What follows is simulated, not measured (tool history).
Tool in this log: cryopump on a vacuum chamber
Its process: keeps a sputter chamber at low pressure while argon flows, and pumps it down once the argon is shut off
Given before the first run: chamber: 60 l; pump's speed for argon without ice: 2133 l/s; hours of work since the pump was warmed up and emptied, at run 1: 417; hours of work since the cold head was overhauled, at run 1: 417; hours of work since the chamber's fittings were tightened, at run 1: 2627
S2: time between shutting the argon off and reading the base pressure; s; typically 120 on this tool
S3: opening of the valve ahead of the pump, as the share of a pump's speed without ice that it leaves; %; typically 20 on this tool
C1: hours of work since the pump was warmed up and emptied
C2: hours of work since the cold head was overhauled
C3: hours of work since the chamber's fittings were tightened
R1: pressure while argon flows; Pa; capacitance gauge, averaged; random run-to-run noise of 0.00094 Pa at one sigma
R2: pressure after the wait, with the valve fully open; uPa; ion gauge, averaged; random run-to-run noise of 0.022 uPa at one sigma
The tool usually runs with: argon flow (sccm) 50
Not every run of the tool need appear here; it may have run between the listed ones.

run 1 day=0.000 | argon_flow_(sccm)=50 S2=120 S3=20 | C1=417 C2=417 C3=2627 | R1=0.2047 R2=2.42
run 2 day=5.308 | argon_flow_(sccm)=50 S2=120 S3=20 | C1=474 C2=474 C3=2684 | R1=0.2058 R2=2.45
run 3 day=9.208 | argon_flow_(sccm)=50 S2=120 S3=20 | C1=516 C2=516 C3=2726 | R1=0.2065 R2=2.48
-- day=9.896 pump warmed up, emptied and cooled again
run 4 day=13.312 | argon_flow_(sccm)=25 S2=120 S3=20 | C1=37 C2=558 C3=2767 | R1=0.0991 R2=2.22
run 5 day=16.425 | argon_flow_(sccm)=25 S2=120 S3=20 | C1=70 C2=591 C3=2801 | R1=0.0996 R2=2.18
-- day=20.046 leaking fittings of the chamber tightened, without venting
run 6 day=20.188 | argon_flow_(sccm)=25 S2=120 S3=20 | C1=110 C2=631 C3=1 | R1=0.1005 R2=0.56
run 7 day=24.033 | argon_flow_(sccm)=98 S2=120 S3=20 | C1=151 C2=672 C3=43 | R1=0.3932 R2=0.64
run 8 day=28.958 | argon_flow_(sccm)=50 S2=120 S3=20 | C1=204 C2=725 C3=96 | R1=0.2005 R2=0.63
run 9 day=32.100 | argon_flow_(sccm)=43 S2=120 S3=20 | C1=238 C2=759 C3=130 | R1=0.1721 R2=0.62
run 10 day=34.408 | argon_flow_(sccm)=49 S2=23 S3=20 | C1=263 C2=784 C3=154 | R1=0.1983 R2=2.31
run 11 day=39.204 | argon_flow_(sccm)=50 S2=26 S3=29 | C1=314 C2=835 C3=206 | R1=0.1419 R2=2.07
run 12 day=44.217 | argon_flow_(sccm)=24 S2=161 S3=20 | C1=368 C2=889 C3=260 | R1=0.0969 R2=0.63
run 13 day=48.329 | argon_flow_(sccm)=70 S2=234 S3=34 | C1=412 C2=934 C3=304 | R1=0.1695 R2=0.57
run 14 day=51.862 | argon_flow_(sccm)=70 S2=113 S3=34 | C1=450 C2=972 C3=342 | R1=0.1727 R2=0.83
run 15 day=55.050 | argon_flow_(sccm)=50 S2=120 S3=33 | C1=485 C2=1006 C3=376 | R1=0.1268 R2=0.86
-- day=58.875 pump warmed up, emptied and cooled again
run 16 day=60.483 | argon_flow_(sccm)=22 S2=271 S3=56 | C1=17 C2=1062 C3=433 | R1=0.0311 R2=0.52
run 17 day=63.458 | argon_flow_(sccm)=57 S2=198 S3=28 | C1=49 C2=1094 C3=464 | R1=0.1615 R2=0.71

Below are 5 alternative next runs, each starting from the tool's condition after run 17. Predict each:
run A day=68.312 | argon_flow_(sccm)=56 S2=52 S3=48 | C1=101 C2=1146 C3=517 | R1=? R2=?
run B day=68.312 | argon_flow_(sccm)=57 S2=107 S3=28 | C1=101 C2=1146 C3=517 | R1=? R2=?
run C day=68.312 | argon_flow_(sccm)=51 S2=289 S3=35 | C1=101 C2=1146 C3=517 | R1=? R2=?
run D day=68.312 | argon_flow_(sccm)=57 S2=137 S3=38 | C1=101 C2=1146 C3=517 | R1=? R2=?
run E day=68.312 | argon_flow_(sccm)=48 S2=195 S3=20 | C1=101 C2=1146 C3=517 | R1=? R2=?

run=A R1=0.0951 R2=1.42
run=B R1=0.1632 R2=0.93
run=C R1=0.1163 R2=0.64
run=D R1=0.1225 R2=0.80
run=E R1=0.1921 R2=0.71
Take away the tool's hidden state, keep each run's random variation, and the runs would have read:
run=A R1=0.0931 R2=1.09
run=B R1=0.1612 R2=0.61
run=C R1=0.1145 R2=0.31
run=D R1=0.1206 R2=0.47
run=E R1=0.1904 R2=0.38
